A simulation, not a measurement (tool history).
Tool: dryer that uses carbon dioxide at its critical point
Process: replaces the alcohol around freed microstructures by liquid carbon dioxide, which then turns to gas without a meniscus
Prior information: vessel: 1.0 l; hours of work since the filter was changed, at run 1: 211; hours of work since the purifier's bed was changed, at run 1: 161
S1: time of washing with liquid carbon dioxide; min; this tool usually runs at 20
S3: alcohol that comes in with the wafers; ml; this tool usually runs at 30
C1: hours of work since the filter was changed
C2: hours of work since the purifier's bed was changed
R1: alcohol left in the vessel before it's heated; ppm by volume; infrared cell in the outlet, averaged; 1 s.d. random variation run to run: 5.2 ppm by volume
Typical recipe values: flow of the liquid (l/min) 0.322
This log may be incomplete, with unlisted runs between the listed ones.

run 1 hour=0.0 | S1=20 flow_of_the_liquid_(l/min)=0.322 S3=30 | C1=211 C2=161 | R1=187
run 2 hour=29.7 | S1=20 flow_of_the_liquid_(l/min)=0.322 S3=30 | C1=228 C2=178 | R1=181
run 3 hour=85.5 | S1=20 flow_of_the_liquid_(l/min)=0.322 S3=30 | C1=261 C2=211 | R1=208
run 4 hour=133.9 | S1=20 flow_of_the_liquid_(l/min)=0.322 S3=30 | C1=290 C2=240 | R1=221
run 5 hour=178.0 | S1=20 flow_of_the_liquid_(l/min)=0.322 S3=30 | C1=316 C2=266 | R1=227
run 6 hour=210.6 | S1=18 flow_of_the_liquid_(l/min)=0.322 S3=30 | C1=335 C2=285 | R1=375
run 7 hour=239.0 | S1=29 flow_of_the_liquid_(l/min)=0.322 S3=58 | C1=352 C2=302 | R1=76
-- hour=273.3 inlet filter changed
run 8 hour=286.3 | S1=27 flow_of_the_liquid_(l/min)=0.225 S3=58 | C1=8 C2=329 | R1=337
run 9 hour=311.4 | S1=14 flow_of_the_liquid_(l/min)=0.522 S3=74 | C1=23 C2=344 | R1=123
run 10 hour=362.4 | S1=13 flow_of_the_liquid_(l/min)=0.522 S3=118 | C1=53 C2=374 | R1=266
run 11 hour=396.7 | S1=13 flow_of_the_liquid_(l/min)=0.522 S3=118 | C1=73 C2=395 | R1=292

4 options for the next run, each taken on its own from the tool as it stands now. Forecast them:
run A hour=452.1 | S1=15 flow_of_the_liquid_(l/min)=0.522 S3=53 | C1=106 C2=427 | R1=?
run B hour=452.1 | S1=13 flow_of_the_liquid_(l/min)=0.334 S3=84 | C1=106 C2=427 | R1=?
run C hour=452.1 | S1=15 flow_of_the_liquid_(l/min)=0.322 S3=47 | C1=106 C2=427 | R1=?
run D hour=452.1 | S1=12 flow_of_the_liquid_(l/min)=0.396 S3=44 | C1=106 C2=427 | R1=?

run=A R1=105
run=B R1=2014
run=C R1=812
run=D R1=713
Stripped of hidden state, with their random variation kept, the same runs would have yielded:
run=A R1=46
run=B R1=1675
run=C R1=639
run=D R1=557

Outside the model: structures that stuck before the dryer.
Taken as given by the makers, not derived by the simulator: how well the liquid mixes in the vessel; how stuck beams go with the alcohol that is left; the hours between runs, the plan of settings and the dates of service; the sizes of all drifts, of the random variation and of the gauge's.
